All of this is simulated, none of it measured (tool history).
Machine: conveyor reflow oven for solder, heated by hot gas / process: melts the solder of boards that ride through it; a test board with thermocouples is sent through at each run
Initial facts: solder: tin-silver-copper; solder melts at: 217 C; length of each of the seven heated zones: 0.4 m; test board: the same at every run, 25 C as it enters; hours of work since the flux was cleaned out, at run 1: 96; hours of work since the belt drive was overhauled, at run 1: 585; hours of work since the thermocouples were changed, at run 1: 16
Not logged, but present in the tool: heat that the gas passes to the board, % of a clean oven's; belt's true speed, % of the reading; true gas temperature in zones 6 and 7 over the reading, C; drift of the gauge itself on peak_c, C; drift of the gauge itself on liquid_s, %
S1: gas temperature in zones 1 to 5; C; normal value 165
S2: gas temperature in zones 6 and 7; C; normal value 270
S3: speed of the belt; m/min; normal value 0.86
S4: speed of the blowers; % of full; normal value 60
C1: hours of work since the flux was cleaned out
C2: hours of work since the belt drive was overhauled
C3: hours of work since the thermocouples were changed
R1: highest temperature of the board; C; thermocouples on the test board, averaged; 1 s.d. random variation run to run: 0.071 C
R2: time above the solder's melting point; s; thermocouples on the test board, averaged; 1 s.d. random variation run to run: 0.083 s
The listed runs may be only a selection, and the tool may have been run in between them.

Run 1, hour 0: usual settings; C1 96; C2 585; C3 16. Result: R1 247.3 C, R2 36.23 s.
Run 2, hour 7.6: usual settings; C1 102; C2 591; C3 21. Result: R1 247.24 C, R2 36.11 s.
Run 3, hour 19.3: usual settings but S4 86 % of full; C1 110; C2 599; C3 29. Result: R1 255.44 C, R2 42.29 s.
Run 4, hour 31: usual settings; C1 118; C2 607; C3 37. Result: R1 247.15 C, R2 36.14 s.
Run 5, hour 43.7: usual settings; C1 127; C2 616; C3 46. Result: R1 247.4 C, R2 36.16 s.
Run 6, hour 58.8: usual settings; C1 137; C2 626; C3 56. Result: R1 247.25 C, R2 36.26 s.
Run 7, hour 68.5: usual settings; C1 144; C2 633; C3 63. Result: R1 247.26 C, R2 36.02 s.
Run 8, hour 81.3: usual settings; C1 152; C2 641; C3 72. Result: R1 247.29 C, R2 36.17 s.
Run 9, hour 99.1: usual settings but S3 0.7 m/min, S4 61 % of full; C1 165; C2 654; C3 84. Result: R1 254.97 C, R2 51.75 s.
Run 10, hour 115.4: usual settings but S2 259 C; C1 176; C2 665; C3 96. Result: R1 237.88 C, R2 29.48 s.

Predict the results of run 11:
At hour 120.4: belt drive overhauled, speed set with a stopwatch.
Run 11, hour 132.1: usual settings but S1 176 C, S3 1.026 m/min; C1 185; C2 8; C3 104. Result: R1 ?, R2 ?.

R1: 242.96 C
R2: 29.49 s
If the tool had no hidden condition, the same run with the same run-to-run variation would have returned R1 242.41 C, R2 28.15 s.

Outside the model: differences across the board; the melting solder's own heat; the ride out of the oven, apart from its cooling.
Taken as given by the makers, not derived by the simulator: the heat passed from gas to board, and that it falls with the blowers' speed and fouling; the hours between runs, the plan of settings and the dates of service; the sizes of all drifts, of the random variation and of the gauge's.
